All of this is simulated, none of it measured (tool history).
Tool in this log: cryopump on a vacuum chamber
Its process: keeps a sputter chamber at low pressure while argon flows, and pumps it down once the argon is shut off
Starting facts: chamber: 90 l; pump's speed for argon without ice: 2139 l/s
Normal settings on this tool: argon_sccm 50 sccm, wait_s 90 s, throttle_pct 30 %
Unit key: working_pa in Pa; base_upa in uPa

run	hour	argon_sccm	wait_s	throttle_pct	working_pa	base_upa
1	0.0	50	90	30	0.1321	1.18
2	79.6	50	90	30	0.1332	1.16
3	123.8	50	90	30	0.1348	1.24
4	200.4	85	90	30	0.2342	1.28
5	285.2	85	90	20	0.3437	1.28
# hour 296.1: leaking fittings of the chamber tightened, without venting
6	358.4	85	90	20	0.3476	0.60
7	417.9	50	90	30	0.1405	0.66
8	470.3	50	90	30	0.1423	0.66
9	546.1	40	90	30	0.1169	0.69
10	604.2	40	116	30	0.1175	0.58
11	648.4	50	90	30	0.1493	0.70
12	714.3	50	90	30	0.1518	0.71
# hour 736.7: pump warmed up, emptied and cooled again
13	781.8	50	90	30	0.1324	0.60
14	819.4	50	90	30	0.1340	0.62
15	859.8	50	90	30	0.1341	0.63
16	902.0	50	90	30	0.1349	0.67
17	954.3	50	90	30	0.1373	0.69
18	1035.8	29	90	30	0.0804	0.73
19	1124.1	34	178	30	0.0953	0.55
20	1185.8	34	178	30	0.0952	0.58
21	1232.3	34	178	30	0.0971	0.60
22	1281.0	34	178	30	0.0992	0.60
23	1320.2	53	178	26	0.1765	0.64
24	1402.8	53	178	26	0.1799	0.66
25	1444.1	53	178	41	0.1223	0.67
# hour 1486.9: pump warmed up, emptied and cooled again
26	1495.7	79	40	22	0.2854	1.23
27	1552.9	25	234	22	0.0901	0.49
28	1606.9	85	234	19	0.3578	0.49
29	1674.6	50	72	17	0.2370	0.94
30	1727.4	66	27	30	0.1812	1.77
31	1777.6	50	90	20	0.2058	0.80
32	1817.9	50	90	20	0.2068	0.87
33	1870.6	50	90	20	0.2069	0.85
34	1922.5	50	90	20	0.2087	0.88

Predict each of these 3 candidate next runs independently; none follows another, all start after run 34:
A	1963.3	68	90	30	?	?
B	1963.3	41	90	20	?	?
C	1963.3	50	75	50	?	?

run	working_pa	base_upa
A	0.1960	0.88
B	0.1711	0.94
C	0.0918	0.96
What these runs would have given with no unlogged condition in the tool:
run	working_pa	base_upa
A	0.1799	0.53
B	0.1615	0.58
C	0.0799	0.61
